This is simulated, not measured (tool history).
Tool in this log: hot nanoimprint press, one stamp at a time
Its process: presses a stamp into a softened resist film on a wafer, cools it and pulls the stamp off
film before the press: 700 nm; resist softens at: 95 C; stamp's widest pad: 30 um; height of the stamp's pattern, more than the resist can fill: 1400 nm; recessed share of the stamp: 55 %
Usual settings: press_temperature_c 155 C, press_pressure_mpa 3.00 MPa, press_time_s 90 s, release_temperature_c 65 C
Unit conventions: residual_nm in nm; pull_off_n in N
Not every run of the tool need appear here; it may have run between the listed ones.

{"run": 1, "hour": 0.0, "press_temperature_c": 155, "press_pressure_mpa": 3.0, "press_time_s": 90, "release_temperature_c": 65, "residual_nm": 286.5, "pull_off_n": 182}
{"run": 2, "hour": 12.5, "press_temperature_c": 155, "press_pressure_mpa": 2.77, "press_time_s": 90, "release_temperature_c": 65, "residual_nm": 291.2, "pull_off_n": 186}
{"run": 3, "hour": 22.2, "press_temperature_c": 155, "press_pressure_mpa": 2.77, "press_time_s": 102, "release_temperature_c": 65, "residual_nm": 276.1, "pull_off_n": 189}
{"run": 4, "hour": 38.0, "press_temperature_c": 155, "press_pressure_mpa": 2.77, "press_time_s": 102, "release_temperature_c": 65, "residual_nm": 280.4, "pull_off_n": 201}
{"run": 5, "hour": 52.7, "press_temperature_c": 155, "press_pressure_mpa": 2.77, "press_time_s": 102, "release_temperature_c": 65, "residual_nm": 277.5, "pull_off_n": 195}
{"run": 6, "hour": 65.0, "press_temperature_c": 155, "press_pressure_mpa": 3.0, "press_time_s": 90, "release_temperature_c": 65, "residual_nm": 285.3, "pull_off_n": 196}
{"run": 7, "hour": 81.8, "press_temperature_c": 155, "press_pressure_mpa": 2.41, "press_time_s": 90, "release_temperature_c": 65, "residual_nm": 307.7, "pull_off_n": 204}
{"run": 8, "hour": 93.5, "press_temperature_c": 155, "press_pressure_mpa": 2.41, "press_time_s": 90, "release_temperature_c": 65, "residual_nm": 307.8, "pull_off_n": 197}
{"run": 9, "hour": 106.1, "press_temperature_c": 155, "press_pressure_mpa": 3.0, "press_time_s": 90, "release_temperature_c": 53, "residual_nm": 280.7, "pull_off_n": 260}
{"run": 10, "hour": 126.5, "press_temperature_c": 155, "press_pressure_mpa": 3.0, "press_time_s": 90, "release_temperature_c": 53, "residual_nm": 278.1, "pull_off_n": 269}
{"run": 11, "hour": 139.2, "press_temperature_c": 155, "press_pressure_mpa": 3.0, "press_time_s": 90, "release_temperature_c": 53, "residual_nm": 280.0, "pull_off_n": 269}
{"run": 12, "hour": 151.1, "press_temperature_c": 155, "press_pressure_mpa": 3.0, "press_time_s": 170, "release_temperature_c": 53, "residual_nm": 212.8, "pull_off_n": 270}
{"run": 13, "hour": 169.2, "press_temperature_c": 155, "press_pressure_mpa": 3.0, "press_time_s": 90, "release_temperature_c": 59, "residual_nm": 278.3, "pull_off_n": 251}
{"run": 14, "hour": 187.7, "press_temperature_c": 155, "press_pressure_mpa": 3.0, "press_time_s": 90, "release_temperature_c": 59, "residual_nm": 279.1, "pull_off_n": 236}

Predict the results of run 15:
{"run": 15, "hour": 202.8, "press_temperature_c": 146, "press_pressure_mpa": 3.0, "press_time_s": 102, "release_temperature_c": 51, "residual_nm": "?", "pull_off_n": "?"}

Run 15 came out at residual_nm 406.5 nm, pull_off_n 287 N.
Minus the tool's unlogged condition, the same run would have read residual_nm 443.5 nm, pull_off_n 191 N.
